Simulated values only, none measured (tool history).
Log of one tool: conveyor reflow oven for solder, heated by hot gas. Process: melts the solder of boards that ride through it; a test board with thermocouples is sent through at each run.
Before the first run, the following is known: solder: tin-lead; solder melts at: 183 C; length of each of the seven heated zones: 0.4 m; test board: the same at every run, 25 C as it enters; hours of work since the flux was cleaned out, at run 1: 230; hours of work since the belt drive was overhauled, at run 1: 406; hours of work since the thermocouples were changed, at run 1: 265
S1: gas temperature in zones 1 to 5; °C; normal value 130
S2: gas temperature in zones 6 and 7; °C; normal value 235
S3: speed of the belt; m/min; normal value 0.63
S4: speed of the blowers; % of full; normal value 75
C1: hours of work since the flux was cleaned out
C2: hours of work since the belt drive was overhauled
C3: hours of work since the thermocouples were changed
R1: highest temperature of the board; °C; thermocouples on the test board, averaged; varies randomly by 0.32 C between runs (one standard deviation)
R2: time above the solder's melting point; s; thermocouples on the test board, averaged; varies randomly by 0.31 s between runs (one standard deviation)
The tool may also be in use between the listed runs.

run 1 hour=0 | S1=130 S2=235 S3=0.63 S4=75 | C1=230 C2=406 C3=265 | R1=213.6 R2=50.7
run 2 hour=10.6 | S1=130 S2=235 S3=0.63 S4=75 | C1=236 C2=412 C3=271 | R1=213 R2=51
run 3 hour=16.5 | S1=130 S2=235 S3=0.63 S4=75 | C1=239 C2=415 C3=274 | R1=212.8 R2=50.7
run 4 hour=25.6 | S1=130 S2=235 S3=0.63 S4=75 | C1=244 C2=420 C3=280 | R1=212.9 R2=50.2
run 5 hour=31.5 | S1=130 S2=235 S3=0.63 S4=75 | C1=247 C2=423 C3=283 | R1=213.4 R2=51.2
run 6 hour=39 | S1=130 S2=235 S3=0.63 S4=75 | C1=252 C2=428 C3=287 | R1=213.7 R2=50.9
run 7 hour=51.2 | S1=135 S2=235 S3=0.63 S4=75 | C1=258 C2=435 C3=294 | R1=214.3 R2=53.4
run 8 hour=57.9 | S1=135 S2=235 S3=0.63 S4=75 | C1=262 C2=438 C3=298 | R1=213.7 R2=52.3
run 9 hour=65.1 | S1=135 S2=226 S3=0.63 S4=75 | C1=266 C2=442 C3=302 | R1=206 R2=45.4
run 10 hour=71.3 | S1=137 S2=235 S3=0.63 S4=75 | C1=270 C2=446 C3=305 | R1=214.2 R2=54.2
run 11 hour=77 | S1=137 S2=235 S3=0.63 S4=75 | C1=273 C2=449 C3=309 | R1=214.6 R2=54.5
run 12 hour=87.5 | S1=130 S2=235 S3=0.63 S4=71 | C1=279 C2=455 C3=315 | R1=211.9 R2=48.5
run 13 hour=92.9 | S1=130 S2=235 S3=0.63 S4=71 | C1=282 C2=458 C3=318 | R1=211.4 R2=48.9
run 14 hour=105 | S1=130 S2=235 S3=0.63 S4=71 | C1=289 C2=465 C3=325 | R1=211.3 R2=48.4
run 15 hour=116.4 | S1=130 S2=235 S3=0.63 S4=71 | C1=295 C2=471 C3=331 | R1=211.8 R2=48.8
run 16 hour=127.6 | S1=122 S2=235 S3=0.63 S4=75 | C1=302 C2=478 C3=337 | R1=210.7 R2=46.7
run 17 hour=138.3 | S1=122 S2=235 S3=0.63 S4=75 | C1=308 C2=484 C3=343 | R1=210.6 R2=45.9
run 18 hour=145.7 | S1=122 S2=235 S3=0.63 S4=75 | C1=312 C2=488 C3=347 | R1=211.5 R2=46.4
run 19 hour=151.4 | S1=121 S2=235 S3=0.63 S4=75 | C1=315 C2=491 C3=351 | R1=211 R2=45.8
run 20 hour=159.1 | S1=130 S2=235 S3=0.756 S4=75 | C1=319 C2=495 C3=355 | R1=204.8 R2=33.7
run 21 hour=169.8 | S1=120 S2=229 S3=0.707 S4=85 | C1=325 C2=501 C3=361 | R1=204.9 R2=34.2
run 22 hour=181 | S1=120 S2=229 S3=0.707 S4=85 | C1=332 C2=508 C3=367 | R1=203.9 R2=34
run 23 hour=188.2 | S1=137 S2=242 S3=0.527 S4=68 | C1=336 C2=512 C3=371 | R1=223.4 R2=74
run 24 hour=194.5 | S1=117 S2=229 S3=0.522 S4=68 | C1=339 C2=515 C3=375 | R1=209.4 R2=53.2
run 25 hour=200.6 | S1=119 S2=235 S3=0.703 S4=75 | C1=343 C2=519 C3=378 | R1=205 R2=34.6
run 26 hour=206.7 | S1=119 S2=235 S3=0.703 S4=75 | C1=346 C2=522 C3=382 | R1=205.1 R2=35
run 27 hour=214.3 | S1=119 S2=235 S3=0.703 S4=75 | C1=351 C2=527 C3=386 | R1=205.4 R2=34.2
run 28 hour=226 | S1=130 S2=233 S3=0.63 S4=90 | C1=357 C2=533 C3=393 | R1=214.8 R2=53.1
run 29 hour=235.4 | S1=141 S2=234 S3=0.589 S4=90 | C1=362 C2=539 C3=398 | R1=219.8 R2=65.5
run 30 hour=243 | S1=141 S2=234 S3=0.589 S4=90 | C1=367 C2=543 C3=402 | R1=219 R2=65.1
run 31 hour=252.4 | S1=130 S2=244 S3=0.609 S4=75 | C1=372 C2=548 C3=408 | R1=220.7 R2=59.7

Each row is a separate what-if for the run after 31, all from the same tool condition, not one after another. Results?
-- hour=259.1 flux residue cleaned out of gas plates and filters
run A hour=268.1 | S1=129 S2=244 S3=0.609 S4=75 | C1=5 C2=554 C3=414 | R1=? R2=?
-- hour=259.1 flux residue cleaned out of gas plates and filters
run B hour=268.1 | S1=130 S2=244 S3=0.519 S4=75 | C1=5 C2=554 C3=414 | R1=? R2=?
-- hour=259.1 flux residue cleaned out of gas plates and filters
run C hour=268.1 | S1=130 S2=244 S3=0.518 S4=60 | C1=5 C2=554 C3=414 | R1=? R2=?

run=A R1=223.1 R2=60.4
run=B R1=228.9 R2=77.1
run=C R1=223.4 R2=72.3
Stripped of hidden state, with their random variation kept, the same runs would have yielded:
run=A R1=223.9 R2=60
run=B R1=229.8 R2=76.5
run=C R1=224.2 R2=71.8
